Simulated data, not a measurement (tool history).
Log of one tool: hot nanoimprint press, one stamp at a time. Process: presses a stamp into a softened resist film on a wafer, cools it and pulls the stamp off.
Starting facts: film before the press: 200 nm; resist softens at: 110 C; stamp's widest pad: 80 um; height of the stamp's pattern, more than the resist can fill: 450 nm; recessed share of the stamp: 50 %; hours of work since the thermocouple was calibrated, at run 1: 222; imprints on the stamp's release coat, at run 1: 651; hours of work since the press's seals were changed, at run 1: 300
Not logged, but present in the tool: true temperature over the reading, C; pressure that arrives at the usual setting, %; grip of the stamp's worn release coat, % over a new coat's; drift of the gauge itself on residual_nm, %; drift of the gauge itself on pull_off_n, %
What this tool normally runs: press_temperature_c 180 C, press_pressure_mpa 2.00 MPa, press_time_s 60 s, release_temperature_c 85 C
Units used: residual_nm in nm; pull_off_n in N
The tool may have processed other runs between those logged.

run    day  press_temperature_c  press_pressure_mpa  press_time_s  release_temperature_c  hours of work since the thermocouple was calibrated  imprints on the stamp's release coat  hours of work since the press's seals were changed  residual_nm  pull_off_n
  1  0.000                  180                2.00            60                     85                                                  222                                   651                                                 300         79.4       122.3
  2  0.262                  180                2.29            60                     85                                                  225                                   676                                                 304         73.7       120.8
  3  0.596                  188                2.00            60                     85                                                  230                                   708                                                 308         59.6       121.0
  4  0.854                  188                2.00            60                     85                                                  234                                   733                                                 312         59.2       122.4
  5  1.067                  180                2.00            60                     85                                                  237                                   754                                                 315         79.2       122.2
     1.488  -- stamp cleaned and given a new release coat
  6  1.500                  180                2.00            60                     85                                                  240                                     1                                                 318         79.1       121.4
  7  1.704                  180                2.00            40                     85                                                  243                                    21                                                 321         92.8       121.8
  8  2.083                  180                2.00            40                     85                                                  248                                    57                                                 326         92.0       123.7
  9  2.283                  180                2.00            60                     85                                                  251                                    76                                                 329         79.0       121.9
 10  2.508                  180                2.00            60                     85                                                  254                                    98                                                 332         79.1       121.5
 11  2.958                  180                2.00           107                     85                                                  261                                   141                                                 339         62.8       121.3
 12  3.233                  180                2.00            65                     85                                                  265                                   168                                                 343         76.4       122.2
 13  3.458                  180                2.00            60                     85                                                  268                                   190                                                 346         78.8       123.2
 14  3.750                  180                2.00            60                     85                                                  272                                   217                                                 350         79.3       121.9
 15  4.058                  180                2.00            60                     85                                                  276                                   247                                                 355         79.7       121.5
 16  4.300                  191                2.00            83                     85                                                  280                                   270                                                 358         46.9       121.4
 17  4.629                  180                2.00           116                     76                                                  285                                   302                                                 363         61.2       152.4
 18  4.988                  170                2.00            60                     83                                                  290                                   336                                                 368        114.0       127.9
 19  5.396                  180                2.00            47                     71                                                  296                                   376                                                 374         86.7       171.6
 20  5.821                  187                1.97            60                     85                                                  302                                   416                                                 380         62.1       121.8
 21  6.158                  192                1.29            57                     93                                                  307                                   449                                                 385         67.4        94.5
 22  6.525                  173                1.29            33                     80                                                  312                                   484                                                 390        143.8       140.1
 23  6.908                  181                2.66            97                     72                                                  318                                   521                                                 396         54.3       165.0
 24  7.129                  181                2.66            97                     91                                                  321                                   542                                                 399         54.2       101.3
 25  7.317                  170                2.00            70                     85                                                  323                                   560                                                 402        108.5       122.8
 26  7.767                  187                2.00           110                     85                                                  330                                   603                                                 408         48.6       122.1
 27  8.121                  187                2.00           110                     85                                                  335                                   637                                                 413         48.5       121.1
 28  8.392                  187                2.00           110                     85                                                  339                                   663                                                 417         48.1       120.4
 29  8.842                  187                2.00           110                     85                                                  345                                   707                                                 424         48.4       121.2

Consider 4 possible next runs. They are alternatives, not a sequence: every one starts from the tool as it was left by run 29. What does each give?
  A  9.242                  190                2.00           110                     85                                                  351                                   745                                                 429            ?           ?
  B  9.242                  191                2.00           110                     85                                                  351                                   745                                                 429            ?           ?
  C  9.242                  187                1.98           110                     85                                                  351                                   745                                                 429            ?           ?
  D  9.242                  188                2.27           110                     90                                                  351                                   745                                                 429            ?           ?

run  residual_nm  pull_off_n
  A         43.1       121.6
  B         42.0       122.9
  C         48.0       121.3
  D         43.3       104.6
Without the tool's hidden state the same runs would have given:
run  residual_nm  pull_off_n
  A         43.0       121.1
  B         41.9       122.4
  C         47.9       120.8
  D         43.3       104.1

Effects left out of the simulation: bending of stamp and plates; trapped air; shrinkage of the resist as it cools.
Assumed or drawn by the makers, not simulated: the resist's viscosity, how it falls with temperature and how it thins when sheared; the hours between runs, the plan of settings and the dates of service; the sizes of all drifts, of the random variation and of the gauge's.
